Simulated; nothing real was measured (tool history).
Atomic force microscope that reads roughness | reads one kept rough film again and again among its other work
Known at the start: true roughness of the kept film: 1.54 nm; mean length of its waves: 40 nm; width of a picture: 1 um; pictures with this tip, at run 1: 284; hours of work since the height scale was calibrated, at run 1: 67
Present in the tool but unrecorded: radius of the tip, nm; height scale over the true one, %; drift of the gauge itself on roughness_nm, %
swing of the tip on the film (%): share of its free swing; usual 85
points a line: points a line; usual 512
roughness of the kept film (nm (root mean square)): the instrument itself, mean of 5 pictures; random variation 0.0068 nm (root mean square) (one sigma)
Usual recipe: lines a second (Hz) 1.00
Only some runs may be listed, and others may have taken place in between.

run	day	lines a second (Hz)	swing of the tip on the film (%)	points a line	pictures with this tip	hours of work since the height scale was calibrated	roughness of the kept film (nm (root mean square))
1	0.000	1.00	85	512	284	67	1.280
# day 0.992: new tip fitted
2	3.200	1.00	85	304	73	101	1.344
3	6.050	1.00	85	304	166	131	1.312
4	9.171	1.00	85	512	268	164	1.298
# day 10.617: new tip fitted
5	10.904	1.00	87	512	10	182	1.359
6	13.121	1.00	87	512	82	205	1.332
7	15.496	1.29	85	512	160	230	1.291
8	17.154	1.29	88	512	214	248	1.241
9	19.412	1.00	85	558	288	272	1.295
# day 20.004: new tip fitted
10	21.904	2.89	85	512	62	298	1.139
11	24.008	1.12	71	700	131	320	1.382
12	25.862	1.12	71	700	192	340	1.369
13	28.442	1.12	71	700	276	367	1.351
# day 29.542: new tip fitted
14	30.262	1.87	77	512	24	386	1.331
15	33.204	1.87	77	512	120	417	1.310

For run 16, what comes out?
16	35.400	1.92	79	512	191	441	?

roughness of the kept film (nm (root mean square)): 1.274
Were there no unlogged condition in the tool, this run, its random variation unchanged, would have produced roughness of the kept film (nm (root mean square)) 1.314.

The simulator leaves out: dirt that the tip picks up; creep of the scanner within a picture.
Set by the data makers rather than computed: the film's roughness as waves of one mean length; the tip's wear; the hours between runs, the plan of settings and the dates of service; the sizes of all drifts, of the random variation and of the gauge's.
